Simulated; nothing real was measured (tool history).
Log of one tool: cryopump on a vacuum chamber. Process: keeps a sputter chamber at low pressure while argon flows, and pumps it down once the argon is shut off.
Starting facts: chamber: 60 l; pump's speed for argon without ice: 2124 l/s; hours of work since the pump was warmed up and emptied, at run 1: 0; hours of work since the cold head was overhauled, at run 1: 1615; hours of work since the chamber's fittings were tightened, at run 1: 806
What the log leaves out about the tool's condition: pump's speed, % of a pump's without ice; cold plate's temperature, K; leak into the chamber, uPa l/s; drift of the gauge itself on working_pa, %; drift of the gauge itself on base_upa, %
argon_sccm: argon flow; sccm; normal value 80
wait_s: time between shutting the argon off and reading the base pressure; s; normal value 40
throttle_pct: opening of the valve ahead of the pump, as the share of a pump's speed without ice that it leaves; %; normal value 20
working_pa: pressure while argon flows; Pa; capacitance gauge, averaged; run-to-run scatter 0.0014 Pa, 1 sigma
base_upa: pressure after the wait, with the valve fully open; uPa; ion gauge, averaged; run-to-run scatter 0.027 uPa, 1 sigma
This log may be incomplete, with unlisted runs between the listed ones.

run    hour  argon_sccm  wait_s  throttle_pct  hours of work since the pump was warmed up and emptied  hours of work since the cold head was overhauled  hours of work since the chamber's fittings were tightened  working_pa  base_upa
  1       0          80      40            20                                                       0                                              1615                                                        806       0.317      1.34
  2   115.9          80      40            20                                                      65                                              1681                                                        871      0.3242      1.37
  3   236.2          80      51            20                                                     133                                              1749                                                        939      0.3236      1.15
  4   354.9          80      51            28                                                     200                                              1816                                                       1006       0.234      1.18
  5   414.6          80      51            28                                                     234                                              1849                                                       1040      0.2376       1.2
  6   490.3          48      51            28                                                     277                                              1892                                                       1082      0.1416      1.15
  7   565.1          48      51            28                                                     319                                              1934                                                       1125      0.1452      1.22
  8     649          80      40            49                                                     366                                              1982                                                       1172      0.1452      1.43
  9   755.8          80      40            49                                                     427                                              2042                                                       1232      0.1464      1.46
 10   810.5          38      40            20                                                     457                                              2073                                                       1263      0.1596      1.51
 11   879.3          38      40            20                                                     496                                              2112                                                       1302      0.1615      1.55
 12   992.9          38      40            20                                                     560                                              2176                                                       1366      0.1615      1.56
 13  1074.4          38     163            20                                                     606                                              2222                                                       1412       0.164       0.7
 14  1180.7          80      40            20                                                     666                                              2282                                                       1472      0.3491      1.67
     1208.2  -- leaking fittings of the chamber tightened, without venting
 15  1266.9          56      40            20                                                     714                                              2329                                                         33      0.2445      1.29
 16  1373.9          80     177            20                                                     774                                              2390                                                         93       0.353      0.51
     1421.1  -- pump warmed up, emptied and cooled again
 17    1447          80      40            20                                                      15                                              2428                                                        132      0.3201      1.26
 18  1499.6          38      67            20                                                      44                                              2458                                                        162      0.1535       0.8
 19  1614.4          80      40            20                                                     109                                              2522                                                        226      0.3198      1.24
 20  1716.4          80      40            20                                                     167                                              2580                                                        284      0.3221      1.27
 21  1782.6          80      40            20                                                     204                                              2617                                                        321      0.3251      1.23
 22  1880.3          86      40            21                                                     259                                              2673                                                        376      0.3363      1.29
 23    1961          41      50            49                                                     305                                              2718                                                        422      0.0717      1.12
 24  2041.6          95      80            20                                                     350                                              2764                                                        467       0.392      0.78
 25    2108          70      42            56                                                     388                                              2801                                                        505      0.1124      1.19
 26  2224.5          54     137            29                                                     453                                              2867                                                        571      0.1604      0.57
 27    2308          70     272            58                                                     501                                              2914                                                        618      0.1128       0.4
 28  2423.1          80      40            53                                                     565                                              2979                                                        683      0.1426      1.38
 29  2481.6          80      40            53                                                     598                                              3012                                                        716      0.1434      1.32
 30  2601.1          80     134            30                                                     666                                              3079                                                        783      0.2389      0.67
 31  2712.1          72      66            41                                                     729                                              3142                                                        846      0.1658      0.97
 32  2823.8          80      43            16                                                     792                                              3205                                                        909      0.4302      1.36
     2837.6  -- pump warmed up, emptied and cooled again
 33    2910          80     170            56                                                      41                                              3251                                                        955       0.116       0.5

Forecast each of these 3 alternatives for the next run:
  A  2977.7         154      36            53                                                      79                                              3289                                                        993           ?         ?
  B  2977.7          59      40            45                                                      79                                              3289                                                        993           ?         ?
  C  2977.7          80     140            20                                                      79                                              3289                                                        993           ?         ?

run  working_pa  base_upa
  A      0.2398      1.41
  B      0.1078      1.39
  C      0.3224      0.56
What these runs would have given with no unlogged condition in the tool:
run  working_pa  base_upa
  A      0.2324      1.28
  B       0.105      1.25
  C      0.3186      0.42

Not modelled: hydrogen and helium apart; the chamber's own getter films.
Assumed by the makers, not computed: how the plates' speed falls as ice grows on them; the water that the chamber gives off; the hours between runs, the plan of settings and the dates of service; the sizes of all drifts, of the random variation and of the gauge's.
